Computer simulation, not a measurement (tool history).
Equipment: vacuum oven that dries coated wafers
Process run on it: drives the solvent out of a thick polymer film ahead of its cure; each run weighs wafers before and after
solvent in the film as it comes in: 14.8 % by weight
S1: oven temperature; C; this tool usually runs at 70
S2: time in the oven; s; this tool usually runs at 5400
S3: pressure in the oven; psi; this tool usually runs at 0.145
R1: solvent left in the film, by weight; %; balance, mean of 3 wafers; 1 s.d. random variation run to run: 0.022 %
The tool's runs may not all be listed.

| run | hour | S1 | S2 | S3 | R1 |
|---|---|---|---|---|---|
| 1 | 0.0 | 70 | 5400 | 0.145 | 2.99 |
| 2 | 16.2 | 70 | 2940 | 0.145 | 5.47 |
| 3 | 32.8 | 70 | 2940 | 0.145 | 5.45 |
| 4 | 41.5 | 70 | 2940 | 0.145 | 5.40 |
| 5 | 52.9 | 70 | 2940 | 0.145 | 5.52 |
| 6 | 60.1 | 70 | 5400 | 0.145 | 2.97 |
| 7 | 74.0 | 70 | 6060 | 0.145 | 2.55 |

Forecast run 8:
| 8 | 87.0 | 70 | 3180 | 0.148 | ? |

For run 8 the tool returned R1 5.16 %.
With no hidden state in the tool, this same run would have given R1 5.16 %.

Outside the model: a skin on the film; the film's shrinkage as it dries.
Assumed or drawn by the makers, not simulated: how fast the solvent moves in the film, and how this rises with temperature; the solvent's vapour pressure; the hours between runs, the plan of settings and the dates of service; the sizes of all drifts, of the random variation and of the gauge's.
